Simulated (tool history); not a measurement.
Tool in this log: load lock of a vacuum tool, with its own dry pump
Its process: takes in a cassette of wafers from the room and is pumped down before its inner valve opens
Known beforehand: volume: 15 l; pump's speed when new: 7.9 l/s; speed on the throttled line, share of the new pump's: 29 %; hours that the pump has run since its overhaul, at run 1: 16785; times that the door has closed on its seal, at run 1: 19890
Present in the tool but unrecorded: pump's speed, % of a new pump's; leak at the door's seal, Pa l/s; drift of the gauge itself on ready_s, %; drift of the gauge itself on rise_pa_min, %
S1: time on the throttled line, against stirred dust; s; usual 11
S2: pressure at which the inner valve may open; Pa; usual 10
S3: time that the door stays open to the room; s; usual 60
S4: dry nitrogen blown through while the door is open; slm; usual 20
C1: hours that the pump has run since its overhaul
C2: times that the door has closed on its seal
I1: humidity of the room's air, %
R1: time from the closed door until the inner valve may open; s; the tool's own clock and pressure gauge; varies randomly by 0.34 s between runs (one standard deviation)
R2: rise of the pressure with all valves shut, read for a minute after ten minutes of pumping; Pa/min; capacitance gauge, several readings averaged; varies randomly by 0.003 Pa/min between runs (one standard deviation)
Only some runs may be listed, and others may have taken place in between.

run,hour,S1,S2,S3,S4,C1,C2,I1,R1,R2
1,0,11,10,60,20,16785,19890,43.9,29.3,0.1
2,419,11,10,60,7,17204,20917,42,29.8,0.114
3,925.3,11,10,60,7,17710,22157,45.1,29.2,0.124
4,1489.5,11,10,60,7,18274,23539,46.7,29.6,0.13
5,1936,11,10,60,20,18721,24633,45.3,30.1,0.13
6,2403.7,11,10,46,20,19189,25779,45.7,30,0.132
7,2652.8,11,10,46,20,19438,26389,44.1,29.4,0.137
8,3064.4,11,10,46,20,19849,27397,42.1,30.1,0.138
9,3551,11,10,60,9,20336,28589,42.6,29.7,0.162
10,3920.3,11,10,60,9,20705,29494,42.9,30.2,0.17
11,4251.1,11,10,36,20,21036,30304,44.1,30.6,0.17
12,4684.3,11,17,60,20,21469,31366,47.1,29.1,0.178
13,4971.8,11,17,60,20,21757,32070,45.3,29.3,0.191
14,5561.7,11,17,60,20,22347,33515,45.7,29.6,0.198
15,5865.6,11,10,60,20,22651,34260,43.1,31,0.205
16,6192.1,11,10,60,20,22977,35059,45,30.7,0.213
# hour 6282.8: door's seal changed, seat wiped
# hour 6749.5: dry pump taken out, an overhauled one fitted
17,6813.5,11,11,31,18,64,1285,44.3,25.4,0.027
18,7263.5,10,7,48,12,514,2388,41.1,25.7,0.025
19,7838.4,10,7,48,24,1089,3796,45.1,25.4,0.035
20,8313.7,10,7,48,24,1564,4960,44.5,25.5,0.03
21,8633.2,11,10,185,24,1884,5743,42.7,25.3,0.035
22,9169.1,11,10,185,24,2420,7056,45.8,26.3,0.054
23,9546.5,20,10,60,25,2797,7980,43,32.4,0.036
24,10146.9,18,9,44,20,3397,9451,45.2,30.9,0.046
25,10737,11,10,101,5,3987,10897,44.5,26.3,0.075
26,11313.5,8,9,101,5,4564,12309,45.2,24.3,0.082
27,11719.9,8,9,101,5,4970,13305,45.4,24.6,0.085
28,11975.1,8,9,101,5,5226,13930,44.7,24.8,0.088
29,12515.2,12,10,31,20,5766,15253,43.2,27.2,0.066
30,12898.6,11,9,60,10,6149,16192,47.1,26.6,0.086

Consider 4 possible next runs. They are alternatives, not a sequence: every one starts from the tool as it was left by run 30. What does each give?
A,13418.1,9,11,60,20,6669,17465,43.2,?,?
B,13418.1,15,9,125,10,6669,17465,43.8,?,?
C,13418.1,11,14,60,10,6669,17465,46,?,?
D,13418.1,21,9,60,10,6669,17465,44.5,?,?

run,R1,R2
A,24.8,0.082
B,30.1,0.095
C,26.3,0.092
D,34.4,0.09
Stripped of hidden state, with their random variation kept, the same runs would have yielded:
run,R1,R2
A,23.6,0.022
B,28.9,0.036
C,25.1,0.032
D,33.4,0.03
